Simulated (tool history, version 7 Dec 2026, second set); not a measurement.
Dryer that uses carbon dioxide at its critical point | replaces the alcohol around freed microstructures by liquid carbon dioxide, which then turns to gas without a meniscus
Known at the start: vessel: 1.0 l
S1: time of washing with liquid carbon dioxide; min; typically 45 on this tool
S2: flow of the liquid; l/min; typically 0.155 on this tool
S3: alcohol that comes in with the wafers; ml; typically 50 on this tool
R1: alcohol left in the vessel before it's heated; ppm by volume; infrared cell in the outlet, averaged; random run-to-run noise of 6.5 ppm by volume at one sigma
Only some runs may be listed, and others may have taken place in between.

run	day	S1	S2	S3	R1
1	0.000	45	0.155	50	392
2	0.225	45	0.155	42	339
3	0.562	45	0.155	42	340
4	0.967	44	0.155	50	447
5	1.238	45	0.155	50	415
6	1.425	45	0.155	50	414
7	1.600	45	0.155	34	275
8	1.900	45	0.155	50	418
9	2.238	45	0.155	50	414
10	2.558	45	0.155	50	425
11	2.842	45	0.155	50	414
12	3.167	45	0.155	50	414
13	3.362	45	0.155	50	422
14	3.604	45	0.155	50	431
15	3.817	45	0.155	50	429
16	4.217	40	0.155	50	716
17	4.538	40	0.155	50	721
18	4.933	40	0.155	50	744
19	5.342	45	0.155	50	441
20	5.771	45	0.155	50	450
21	6.167	45	0.155	50	460
22	6.388	45	0.155	34	315
23	6.683	45	0.155	34	331
24	7.088	45	0.155	34	336
# day 7.217: inlet filter changed
25	7.488	45	0.175	55	203
26	7.904	45	0.110	50	1337
27	8.171	45	0.110	50	1356
28	8.567	45	0.110	50	1333
29	8.858	45	0.104	68	2208
30	9.171	45	0.104	68	2262
31	9.471	45	0.124	20	375
32	9.662	57	0.133	21	126
33	9.888	30	0.160	87	2587
34	10.167	30	0.160	87	2545
35	10.383	33	0.160	87	1847
36	10.612	35	0.243	37	113
37	10.821	65	0.168	85	66
38	11.058	66	0.167	40	65
39	11.471	59	0.167	40	75
40	11.688	62	0.167	40	72
41	11.967	45	0.155	64	440
42	12.367	28	0.177	26	744
43	12.583	28	0.177	26	736
44	12.942	32	0.225	26	194
45	13.242	32	0.225	26	199
46	13.458	67	0.106	67	441
47	13.812	67	0.118	67	288

Alternative continuations, all from the tool just after run 47; predict every row:
A	14.046	67	0.247	62	?
B	14.046	45	0.146	67	?
C	14.046	52	0.118	67	?
D	14.046	38	0.118	67	?

run	R1
A	67
B	617
C	849
D	2681
With no hidden state in the tool, these same runs would have given:
run	R1
A	13
B	492
C	698
D	2390
